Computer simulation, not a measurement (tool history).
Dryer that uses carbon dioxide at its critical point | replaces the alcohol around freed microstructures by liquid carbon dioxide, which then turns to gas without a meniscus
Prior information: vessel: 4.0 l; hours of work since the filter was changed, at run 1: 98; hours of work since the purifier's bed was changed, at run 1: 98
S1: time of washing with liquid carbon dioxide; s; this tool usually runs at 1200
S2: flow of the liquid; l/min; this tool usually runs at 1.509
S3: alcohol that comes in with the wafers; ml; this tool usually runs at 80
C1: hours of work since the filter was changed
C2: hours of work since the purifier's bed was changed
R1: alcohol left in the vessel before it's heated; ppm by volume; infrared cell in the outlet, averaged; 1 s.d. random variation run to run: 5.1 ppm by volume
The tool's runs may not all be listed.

run	hour	S1	S2	S3	C1	C2	R1
1	0	1200	1.509	80	98	98	113
2	27.9	1200	1.92	80	119	119	48
3	51.2	1200	1.41	80	136	136	161
4	100.4	1200	1.509	80	172	172	148
5	144.3	1200	1.509	80	205	205	159
# hour 187.8: inlet filter changed
6	197	1200	2.51	80	7	244	38
7	230.5	1200	1.509	80	32	268	119
8	271.3	1200	1.509	22	62	299	78
9	314.1	1200	1.509	80	94	331	149
10	350.3	1200	1.509	80	121	358	161
11	396	1200	1.509	80	155	392	173
12	424.6	1200	2.48	80	176	413	88
13	471	780	2.48	51	211	447	159
# hour 507.1: inlet filter changed
14	515.1	780	2.48	51	6	479	126
15	550.9	1260	1.79	44	33	506	115
16	597.7	780	1.36	82	67	541	843
17	650.2	780	1.61	80	106	580	571
18	687.2	1200	2.06	23	134	607	132
19	710.4	1140	1.48	20	151	625	159
20	756.3	1140	1.54	20	185	659	157
21	800.6	1140	1.54	20	218	692	171

Estimate the outcome of run 22 from the log above:
# hour 826.2: inlet filter changed
22	849	1140	1.54	20	17	727	?

{"run 22": {"R1": 159}}
Without the tool's hidden state the same run would have given R1 22 ppm by volume.

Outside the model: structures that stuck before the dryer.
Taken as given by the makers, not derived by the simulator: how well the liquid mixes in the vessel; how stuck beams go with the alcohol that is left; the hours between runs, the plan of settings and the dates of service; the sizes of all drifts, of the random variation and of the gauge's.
